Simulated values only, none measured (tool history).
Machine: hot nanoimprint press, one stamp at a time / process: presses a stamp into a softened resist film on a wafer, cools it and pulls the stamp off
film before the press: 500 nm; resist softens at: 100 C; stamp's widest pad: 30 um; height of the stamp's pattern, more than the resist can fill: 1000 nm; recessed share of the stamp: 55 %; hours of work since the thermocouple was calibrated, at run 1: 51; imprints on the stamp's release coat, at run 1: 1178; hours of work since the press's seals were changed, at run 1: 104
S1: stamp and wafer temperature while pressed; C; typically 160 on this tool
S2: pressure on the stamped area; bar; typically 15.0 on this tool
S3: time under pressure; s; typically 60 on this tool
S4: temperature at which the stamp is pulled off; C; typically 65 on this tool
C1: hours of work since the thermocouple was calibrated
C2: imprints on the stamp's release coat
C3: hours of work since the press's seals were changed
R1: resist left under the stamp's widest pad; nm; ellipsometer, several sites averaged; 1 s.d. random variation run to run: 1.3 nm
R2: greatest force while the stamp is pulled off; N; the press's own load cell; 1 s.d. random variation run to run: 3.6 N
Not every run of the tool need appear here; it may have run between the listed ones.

run,hour,S1,S2,S3,S4,C1,C2,C3,R1,R2
1,0.0,160,15.0,60,65,51,1178,104,194.8,229
2,7.0,160,15.0,60,71,55,1197,108,193.9,206
3,20.2,160,15.0,60,65,64,1233,117,195.3,231
4,31.1,160,15.0,60,65,71,1263,124,192.0,217
5,41.1,160,15.0,60,65,78,1291,131,196.5,219
6,50.0,160,15.0,60,65,84,1315,137,192.5,228
7,63.1,160,15.0,60,65,92,1351,145,194.0,232
8,74.3,160,22.0,60,65,100,1382,153,161.0,223
9,90.7,160,22.0,60,65,110,1426,163,161.0,227
10,103.7,160,22.0,60,65,119,1462,172,161.0,233
11,116.4,160,15.0,60,57,127,1497,180,195.5,272
12,131.2,160,9.9,60,65,137,1537,190,240.1,237
13,147.6,160,9.9,60,65,148,1582,201,243.2,236
14,160.9,160,15.0,103,65,157,1619,210,160.9,237
# hour 171.5: stamp cleaned and given a new release coat
15,181.8,160,15.0,103,65,166,29,219,162.2,176
16,196.1,160,11.7,60,60,176,68,229,223.3,195
17,204.4,160,9.9,52,65,181,90,234,256.3,179
18,221.0,152,10.2,54,58,192,136,245,370.4,208
19,232.0,152,10.2,54,58,199,166,252,366.2,203
20,247.0,163,15.8,60,65,209,207,262,163.2,194
21,258.9,168,20.4,31,50,217,240,270,141.2,237
22,273.5,160,15.0,60,70,227,280,280,201.0,170
23,287.8,160,15.0,60,72,236,319,289,201.7,171
24,298.8,169,10.7,60,50,243,349,296,145.9,243
25,313.7,169,10.7,60,50,253,390,306,145.3,248
# hour 318.5: plate thermocouple calibrated
26,329.4,160,10.8,60,65,7,425,315,229.0,191
27,336.7,160,15.0,103,65,12,445,319,159.0,192
28,344.8,163,13.0,60,65,17,467,325,178.2,191
29,359.1,162,22.9,95,64,27,506,334,114.6,201

Difference, measured minus no-hidden-state, one row per run. Run-to-run variation is common to both terms; the gauge's own scatter need not be:
What the log doesn't record here: true temperature over the reading, C; pressure that arrives at the usual setting, %; grip of the stamp's worn release coat, % over a new coat's; drift of the gauge itself on residual_nm, %; drift of the gauge itself on pull_off_n, %.
run,R1,R2
1,+0.8,+49
2,+1.0,+45
3,+1.3,+52
4,+1.6,+49
5,+1.9,+51
6,+2.1,+54
7,+2.4,+56
8,+2.8,+55
9,+3.1,+57
10,+3.5,+60
11,+3.8,+71
12,+4.3,+63
13,+4.9,+64
14,+4.4,+66
15,+4.6,+2
16,+5.9,+5
17,+6.4,+5
18,+7.5,+7
19,+7.7,+8
20,+6.0,+11
21,+5.6,+13
22,+8.0,+12
23,+8.3,+14
24,+5.5,+20
25,+5.6,+22
26,+1.1,+16
27,+1.5,+17
28,+1.6,+18
29,+2.3,+21

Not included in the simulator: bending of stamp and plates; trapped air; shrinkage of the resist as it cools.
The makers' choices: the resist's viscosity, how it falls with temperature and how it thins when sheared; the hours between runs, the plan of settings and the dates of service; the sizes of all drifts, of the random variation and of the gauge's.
